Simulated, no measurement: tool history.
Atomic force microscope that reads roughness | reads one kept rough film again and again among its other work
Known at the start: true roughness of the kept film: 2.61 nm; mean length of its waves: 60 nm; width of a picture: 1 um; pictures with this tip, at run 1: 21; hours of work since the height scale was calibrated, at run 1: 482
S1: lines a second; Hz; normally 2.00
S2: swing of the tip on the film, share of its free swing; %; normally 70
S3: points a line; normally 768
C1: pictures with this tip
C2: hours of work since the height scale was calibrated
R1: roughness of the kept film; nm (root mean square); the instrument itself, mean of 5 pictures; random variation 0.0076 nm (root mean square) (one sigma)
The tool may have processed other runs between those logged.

run,day,S1,S2,S3,C1,C2,R1
1,0.000,2.00,70,768,21,482,2.267
2,1.150,2.00,66,768,48,494,2.330
3,2.867,2.00,66,768,89,513,2.323
4,4.171,3.54,70,768,119,528,2.074
5,6.792,2.00,70,260,181,557,2.256
6,8.325,2.00,70,260,217,574,2.267
7,9.558,2.00,82,260,246,588,2.048
# day 11.658: new tip fitted
8,12.138,0.85,62,930,11,616,2.474
9,14.738,1.63,70,768,73,645,2.318
10,16.575,2.00,72,768,116,666,2.235
11,17.942,2.00,71,768,148,681,2.249
12,20.304,1.82,60,589,204,707,2.418
13,21.892,1.82,62,262,241,725,2.373
# day 24.112: new tip fitted
14,24.625,3.88,74,316,12,755,1.932

Alternative continuations, all from the tool just after run 14; predict every row:
A,26.733,1.90,55,572,62,779,?
B,26.733,2.00,70,283,62,779,?
C,26.733,0.69,69,542,62,779,?

run,R1
A,2.442
B,2.269
C,2.460
The same runs, with their run-to-run variation unchanged, on a tool lacking any hidden condition would have given:
run,R1
A,2.443
B,2.270
C,2.461
